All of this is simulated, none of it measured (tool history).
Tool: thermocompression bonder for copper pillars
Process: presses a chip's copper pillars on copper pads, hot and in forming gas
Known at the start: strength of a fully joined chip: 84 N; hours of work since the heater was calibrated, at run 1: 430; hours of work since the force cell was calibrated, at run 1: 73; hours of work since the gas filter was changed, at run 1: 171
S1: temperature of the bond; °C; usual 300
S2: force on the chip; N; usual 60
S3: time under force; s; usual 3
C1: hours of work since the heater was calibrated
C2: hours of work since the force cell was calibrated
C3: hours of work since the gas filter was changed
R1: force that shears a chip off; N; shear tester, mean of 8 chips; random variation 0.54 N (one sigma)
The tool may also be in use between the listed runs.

| run | hour | S1 | S2 | S3 | C1 | C2 | C3 | R1 |
|---|---|---|---|---|---|---|---|---|
| 1 | 0 | 300 | 60 | 3 | 430 | 73 | 171 | 50 |
| 2 | 7.7 | 300 | 60 | 3 | 434 | 76 | 175 | 49.5 |
| 3 | 19 | 300 | 60 | 3 | 439 | 82 | 180 | 50.3 |
| 4 | 30.3 | 300 | 77 | 3 | 444 | 87 | 185 | 57.5 |
| 5 | 44.7 | 300 | 77 | 3 | 451 | 93 | 191 | 57.6 |
| 6 | 50.7 | 300 | 77 | 3 | 453 | 96 | 194 | 57.7 |
| 7 | 65 | 300 | 77 | 3 | 460 | 102 | 201 | 57.8 |
| 8 | 78.3 | 300 | 77 | 3 | 466 | 108 | 207 | 57.3 |
| 9 | 91.2 | 309 | 60 | 3 | 472 | 114 | 213 | 54.2 |
| 10 | 103.1 | 309 | 60 | 3 | 477 | 120 | 218 | 55 |
| 11 | 116.8 | 309 | 60 | 3 | 483 | 126 | 224 | 53.9 |
| 12 | 128.3 | 309 | 60 | 3 | 488 | 131 | 229 | 54.2 |
| 13 | 135.2 | 309 | 60 | 3 | 491 | 134 | 232 | 54.9 |
| 14 | 145.5 | 309 | 60 | 3 | 496 | 139 | 237 | 53.1 |
| 15 | 151.7 | 309 | 60 | 3 | 499 | 142 | 240 | 54.3 |
| 16 | 160.2 | 280 | 60 | 3 | 503 | 145 | 244 | 37.8 |
| 17 | 169.4 | 280 | 60 | 3 | 507 | 150 | 248 | 37.9 |
| 18 | 176.8 | 280 | 38 | 3 | 510 | 153 | 251 | 26.5 |
| 19 | 187.5 | 280 | 38 | 3 | 515 | 158 | 256 | 25.7 |
|  | 190.2 | force cell calibrated |
| 20 | 198.4 | 280 | 38 | 2 | 519 | 4 | 260 | 21.4 |
| 21 | 210.8 | 310 | 60 | 2 | 525 | 9 | 266 | 47.1 |
| 22 | 219 | 305 | 42 | 4 | 529 | 13 | 270 | 43.9 |
|  | 223.4 | force cell calibrated, once more |
| 23 | 230.4 | 305 | 42 | 4 | 533 | 3 | 274 | 44.4 |
| 24 | 238.1 | 305 | 43 | 4 | 537 | 7 | 278 | 44.7 |
| 25 | 248.8 | 327 | 38 | 2 | 542 | 11 | 283 | 42.4 |
| 26 | 257.3 | 300 | 40 | 3 | 545 | 15 | 286 | 36 |
| 27 | 269.3 | 274 | 45 | 3 | 551 | 21 | 292 | 27.5 |
| 28 | 276.3 | 274 | 45 | 3 | 554 | 24 | 295 | 27.5 |
| 29 | 290.6 | 321 | 60 | 3 | 560 | 30 | 301 | 58 |
| 30 | 301.7 | 321 | 60 | 3 | 565 | 35 | 306 | 59.5 |
| 31 | 310.3 | 329 | 60 | 5 | 569 | 39 | 310 | 68.1 |
| 32 | 322.5 | 329 | 60 | 5 | 575 | 45 | 316 | 69 |
| 33 | 330.6 | 324 | 60 | 5 | 579 | 49 | 320 | 65.5 |
| 34 | 337.4 | 316 | 53 | 5 | 582 | 52 | 323 | 59.8 |
| 35 | 345.5 | 290 | 83 | 5 | 585 | 55 | 326 | 58.9 |
|  | 354.9 | forming gas filter changed |
| 36 | 358.7 | 273 | 81 | 2 | 591 | 61 | 2 | 38.3 |
| 37 | 371.3 | 273 | 81 | 2 | 597 | 67 | 7 | 37.8 |

How the hidden state differs across the entries between the runs, from the last listed run before each to the first after it:
Between runs 19 and 20: force cell calibrated (hour 190.2)
  true temperature of the bond over the reading, C: -4.9 -> -5; force that reaches the chip, % of what is set: 99.3 -> 98.8; oxide that the forming gas leaves, % of the face: 5.37 -> 5.45
  measured less the result without the state, R1: -3.8 -> -3.4 N
Between runs 22 and 23: force cell calibrated, once more (hour 223.4)
  force that reaches the chip, % of what is set: 98.8 -> 99.7; oxide that the forming gas leaves, % of the face: 5.61 -> 5.7
  measured less the result without the state, R1: -5.6 -> -5.3 N
Between runs 35 and 36: forming gas filter changed (hour 354.9)
  force that reaches the chip, % of what is set: 99.6 -> 99.5; oxide that the forming gas leaves, % of the face: 6.64 -> 0.62
  measured less the result without the state, R1: -7 -> -3.4 N
